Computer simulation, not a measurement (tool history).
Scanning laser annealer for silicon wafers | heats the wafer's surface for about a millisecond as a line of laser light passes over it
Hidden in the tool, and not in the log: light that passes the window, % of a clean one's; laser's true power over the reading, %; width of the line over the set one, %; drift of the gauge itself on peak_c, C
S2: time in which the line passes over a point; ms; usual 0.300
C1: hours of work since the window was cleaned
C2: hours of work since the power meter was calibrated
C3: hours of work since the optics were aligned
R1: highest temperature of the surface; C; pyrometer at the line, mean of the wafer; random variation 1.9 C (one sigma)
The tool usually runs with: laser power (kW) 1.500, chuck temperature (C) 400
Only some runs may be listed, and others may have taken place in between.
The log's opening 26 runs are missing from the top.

{"run": 27, "hour": 1005.6, "laser power (kW)": 1.325, "S2": 0.3, "chuck temperature (C)": 393, "C1": 501, "C2": 745, "C3": 141, "R1": 1034}
{"run": 28, "hour": 1040.7, "laser power (kW)": 1.456, "S2": 0.215, "chuck temperature (C)": 434, "C1": 516, "C2": 760, "C3": 156, "R1": 1043}
{"run": 29, "hour": 1086.8, "laser power (kW)": 1.456, "S2": 0.215, "chuck temperature (C)": 434, "C1": 537, "C2": 781, "C3": 177, "R1": 1044}
{"run": 30, "hour": 1120.0, "laser power (kW)": 1.367, "S2": 0.349, "chuck temperature (C)": 418, "C1": 552, "C2": 796, "C3": 192, "R1": 1138}
{"run": 31, "hour": 1159.3, "laser power (kW)": 1.558, "S2": 0.349, "chuck temperature (C)": 370, "C1": 569, "C2": 813, "C3": 209, "R1": 1221}
{"run": 32, "hour": 1204.2, "laser power (kW)": 1.558, "S2": 0.349, "chuck temperature (C)": 387, "C1": 589, "C2": 833, "C3": 229, "R1": 1237}
{"run": 33, "hour": 1247.4, "laser power (kW)": 1.558, "S2": 0.349, "chuck temperature (C)": 387, "C1": 609, "C2": 853, "C3": 248, "R1": 1234}
{"run": 34, "hour": 1289.6, "laser power (kW)": 1.51, "S2": 0.348, "chuck temperature (C)": 401, "C1": 627, "C2": 871, "C3": 267, "R1": 1214}
{"run": 35, "hour": 1332.7, "laser power (kW)": 1.51, "S2": 0.348, "chuck temperature (C)": 401, "C1": 647, "C2": 891, "C3": 286, "R1": 1213}
{"run": 36, "hour": 1368.6, "laser power (kW)": 1.531, "S2": 0.277, "chuck temperature (C)": 364, "C1": 663, "C2": 907, "C3": 302, "R1": 1100}
{"run": 37, "hour": 1411.4, "laser power (kW)": 1.531, "S2": 0.277, "chuck temperature (C)": 364, "C1": 682, "C2": 926, "C3": 321, "R1": 1098}
{"run": 38, "hour": 1459.9, "laser power (kW)": 1.5, "S2": 0.234, "chuck temperature (C)": 427, "C1": 703, "C2": 947, "C3": 343, "R1": 1080}
{"run": 39, "hour": 1490.2, "laser power (kW)": 1.5, "S2": 0.234, "chuck temperature (C)": 427, "C1": 717, "C2": 961, "C3": 356, "R1": 1083}

Below are 3 alternative next runs, each starting from the tool's condition after run 39. Predict each:
{"run": "A", "hour": 1523.7, "laser power (kW)": 1.624, "S2": 0.319, "chuck temperature (C)": 400, "C1": 732, "C2": 976, "C3": 371, "R1": "?"}
{"run": "B", "hour": 1523.7, "laser power (kW)": 1.341, "S2": 0.3, "chuck temperature (C)": 400, "C1": 732, "C2": 976, "C3": 371, "R1": "?"}
{"run": "C", "hour": 1523.7, "laser power (kW)": 1.392, "S2": 0.288, "chuck temperature (C)": 400, "C1": 732, "C2": 976, "C3": 371, "R1": "?"}

run=A R1=1246
run=B R1=1043
run=C R1=1062
Without the tool's hidden state the same runs would have given:
run=A R1=1281
run=B R1=1070
run=C R1=1090

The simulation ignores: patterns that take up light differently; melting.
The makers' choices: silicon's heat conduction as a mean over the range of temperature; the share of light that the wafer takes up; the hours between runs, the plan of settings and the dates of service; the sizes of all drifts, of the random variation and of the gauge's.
